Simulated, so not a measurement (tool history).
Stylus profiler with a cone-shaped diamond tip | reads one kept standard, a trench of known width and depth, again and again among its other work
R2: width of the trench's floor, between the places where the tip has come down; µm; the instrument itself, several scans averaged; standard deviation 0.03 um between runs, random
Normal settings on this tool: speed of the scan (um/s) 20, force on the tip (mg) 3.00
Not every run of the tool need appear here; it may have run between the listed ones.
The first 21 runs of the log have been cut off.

Run 22, hour 1872.0: usual settings but speed of the scan (um/s) 25, force on the tip (mg) 3.79. Result: depth of the trench (Å) 5072.2, R2 15.67 µm.
Run 23, hour 1945.2: usual settings but speed of the scan (um/s) 6, force on the tip (mg) 1.40. Result: depth of the trench (Å) 5034.8, R2 15.66 µm.
Run 24, hour 2014.7: usual settings but speed of the scan (um/s) 6, force on the tip (mg) 5.36. Result: depth of the trench (Å) 5091.1, R2 15.70 µm.
Run 25, hour 2066.5: usual settings but speed of the scan (um/s) 60. Result: depth of the trench (Å) 5060.1, R2 15.36 µm.
Run 26, hour 2134.4: usual settings but speed of the scan (um/s) 13, force on the tip (mg) 3.35. Result: depth of the trench (Å) 5063.3, R2 15.62 µm.
Run 27, hour 2241.9: usual settings but speed of the scan (um/s) 13, force on the tip (mg) 3.35. Result: depth of the trench (Å) 5063.1, R2 15.51 µm.
Run 28, hour 2321.5: usual settings but speed of the scan (um/s) 7, force on the tip (mg) 2.76. Result: depth of the trench (Å) 5055.7, R2 15.51 µm.
Run 29, hour 2434.5: usual settings but speed of the scan (um/s) 5, force on the tip (mg) 7.74. Result: depth of the trench (Å) 5114.5, R2 15.52 µm.
Run 30, hour 2484.6: usual settings but speed of the scan (um/s) 69, force on the tip (mg) 4.36. Result: depth of the trench (Å) 5074.9, R2 15.19 µm.
Run 31, hour 2546.5: usual settings but speed of the scan (um/s) 69, force on the tip (mg) 4.36. Result: depth of the trench (Å) 5075.3, R2 15.26 µm.
Run 32, hour 2605.6: usual settings but speed of the scan (um/s) 41, force on the tip (mg) 6.67. Result: depth of the trench (Å) 5103.6, R2 15.34 µm.
Run 33, hour 2679.0: usual settings but speed of the scan (um/s) 60, force on the tip (mg) 5.05. Result: depth of the trench (Å) 5085.2, R2 15.24 µm.

Forecast each of these 3 alternatives for the next run:
Run A, hour 2733.0: usual settings but speed of the scan (um/s) 60, force on the tip (mg) 4.18. Result: depth of the trench (Å) ?, R2 ?.
Run B, hour 2733.0: usual settings but speed of the scan (um/s) 12, force on the tip (mg) 6.11. Result: depth of the trench (Å) ?, R2 ?.
Run C, hour 2733.0: usual settings but force on the tip (mg) 4.37. Result: depth of the trench (Å) ?, R2 ?.

run  depth of the trench (Å)     R2
  A                   5073.8  15.20
  B                   5095.9  15.39
  C                   5075.1  15.31
Without the tool's hidden state the same runs would have given:
run  depth of the trench (Å)     R2
  A                   5081.4  16.79
  B                   5103.5  16.98
  C                   5082.7  16.90

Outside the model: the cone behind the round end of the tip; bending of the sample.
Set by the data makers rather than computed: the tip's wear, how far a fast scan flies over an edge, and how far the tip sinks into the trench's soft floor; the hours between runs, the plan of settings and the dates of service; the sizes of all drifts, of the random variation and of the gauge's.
